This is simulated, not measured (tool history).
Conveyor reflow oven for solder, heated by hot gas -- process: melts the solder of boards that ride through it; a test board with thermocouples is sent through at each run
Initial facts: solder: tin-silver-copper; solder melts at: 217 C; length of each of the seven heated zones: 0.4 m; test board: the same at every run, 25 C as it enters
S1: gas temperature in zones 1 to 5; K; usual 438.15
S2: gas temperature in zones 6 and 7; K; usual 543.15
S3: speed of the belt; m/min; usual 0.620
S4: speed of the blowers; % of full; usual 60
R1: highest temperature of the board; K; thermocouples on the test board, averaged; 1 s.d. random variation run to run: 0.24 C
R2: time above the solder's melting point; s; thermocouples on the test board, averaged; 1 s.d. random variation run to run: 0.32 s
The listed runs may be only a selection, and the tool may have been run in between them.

run   hour      S1      S2     S3  S4      R1    R2
  1    0.0  438.15  543.15  0.620  60  516.15  44.6
  2   50.4  438.15  543.15  0.620  60  515.95  43.7
  3   78.4  438.15  543.15  0.620  60  515.65  44.1
      90.3  -- flux residue cleaned out of gas plates and filters
  4  132.1  438.15  543.15  0.620  60  517.85  46.9
  5  182.6  438.15  543.15  0.620  60  518.25  47.1
  6  224.1  438.15  534.15  0.620  60  510.95  38.5
     260.6  -- belt drive overhauled, speed set with a stopwatch
  7  260.6  438.15  533.15  0.707  52  498.85  16.3
  8  308.9  438.15  533.15  0.707  52  498.45  16.0
  9  342.9  437.15  533.15  0.707  52  498.65  15.2
 10  388.7  451.15  533.15  0.721  82  513.75  39.7

Predict each of these 5 candidate next runs independently; none follows another, all start after run 10:
     394.6  -- thermocouples of zones 6 and 7 changed
  A  417.4  424.15  543.15  0.620  60   ?   ?
     394.6  -- thermocouples of zones 6 and 7 changed
  B  417.4  451.15  533.15  0.721  82   ?   ?
     394.6  -- thermocouples of zones 6 and 7 changed
  C  417.4  448.15  533.15  0.721  62   ?   ?
     394.6  -- thermocouples of zones 6 and 7 changed
  D  417.4  423.15  543.15  0.620  60   ?   ?
     394.6  -- thermocouples of zones 6 and 7 changed
  E  417.4  438.15  547.15  0.620  64   ?   ?

run      R1    R2
  A  510.45  33.7
  B  511.25  37.4
  C  503.45  24.6
  D  510.45  33.3
  E  518.85  46.5
Had the tool no hidden state, the same runs would have come out as:
run      R1    R2
  A  513.05  36.9
  B  513.65  40.5
  C  505.75  28.3
  D  513.05  36.6
  E  521.25  49.1
